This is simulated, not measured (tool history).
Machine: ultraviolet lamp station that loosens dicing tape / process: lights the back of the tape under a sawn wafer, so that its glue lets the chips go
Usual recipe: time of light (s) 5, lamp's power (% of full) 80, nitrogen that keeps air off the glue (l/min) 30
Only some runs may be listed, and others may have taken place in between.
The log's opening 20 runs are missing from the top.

run,hour,time of light (s),lamp's power (% of full),nitrogen that keeps air off the glue (l/min),hours of work of the lamp,hours of work since the window was cleaned,force that peels the tape off (N),light that reached the tape (mJ/cm2)
21,167.3,5,80,27,129,301,1.295,275
22,178.5,5,80,27,135,307,1.339,277
23,184.1,5,71,34,138,310,1.434,246
24,189.7,3,78,47,141,313,2.637,160
25,199.7,6,62,31,147,319,1.431,254
26,209.6,6,62,31,152,324,1.475,253
# hour 210.9: window cleaned of glue's vapour
27,222.1,6,62,31,159,6,1.039,293
28,227.1,5,81,39,162,9,0.763,320
29,232,9,82,21,164,12,0.278,583
30,242,4,73,21,170,17,2.098,228
31,252.3,4,73,35,176,23,1.67,227
32,261.3,4,73,35,181,28,1.701,229
33,266.7,4,82,48,184,31,1.191,255
34,273.5,10,80,9,187,35,0.467,612
35,281.5,10,69,9,192,39,0.682,525
36,288.2,10,69,9,195,43,0.682,524
37,299.6,10,69,9,202,49,0.702,518
38,307.4,10,69,42,206,53,0.23,524
39,312.9,4,70,54,209,56,1.616,208
40,320.2,5,100,13,213,60,1.153,375
41,330.1,7,100,20,219,66,0.362,524
42,336.6,5,80,39,222,69,0.898,298
43,342.3,6,93,12,225,72,0.947,415

The next listed run, before its measurement:
44,353.7,3,60,53,232,79,?,?

Run 44 came out at force that peels the tape off (N) 3.254, light that reached the tape (mJ/cm2) 134.
Were there no unlogged condition in the tool, this run, its random variation unchanged, would have produced force that peels the tape off (N) 2.713, light that reached the tape (mJ/cm2) 153.

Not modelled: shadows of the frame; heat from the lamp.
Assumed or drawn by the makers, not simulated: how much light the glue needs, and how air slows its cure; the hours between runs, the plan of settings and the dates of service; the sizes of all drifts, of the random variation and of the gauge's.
